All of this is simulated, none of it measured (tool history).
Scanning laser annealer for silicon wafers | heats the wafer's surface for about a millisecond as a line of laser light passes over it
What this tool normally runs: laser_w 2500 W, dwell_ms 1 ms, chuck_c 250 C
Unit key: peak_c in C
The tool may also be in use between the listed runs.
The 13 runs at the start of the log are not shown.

run,hour,laser_w,dwell_ms,chuck_c,peak_c
14,356.1,2500,1,250,957
15,387.4,2500,1,250,955
16,406.8,2500,1,227,933
17,434.4,2500,1,250,955
18,466.1,2500,1,250,956
19,492.1,2500,1,277,980
20,524.3,2500,1,277,982
21,546.1,2500,1,250,949
22,585.3,2249,0.95,238,846
23,603.1,2249,1.12,217,888
# hour 611.4: optics aligned, line set to its width
24,644.1,2561,0.91,265,937
25,682.7,2561,0.91,265,941

Expected results for the next run?
26,712.4,2500,0.74,240,?

peak_c: 821 C
With the hidden condition absent and the run-to-run variation left alone, this run would have shown peak_c 856 C.

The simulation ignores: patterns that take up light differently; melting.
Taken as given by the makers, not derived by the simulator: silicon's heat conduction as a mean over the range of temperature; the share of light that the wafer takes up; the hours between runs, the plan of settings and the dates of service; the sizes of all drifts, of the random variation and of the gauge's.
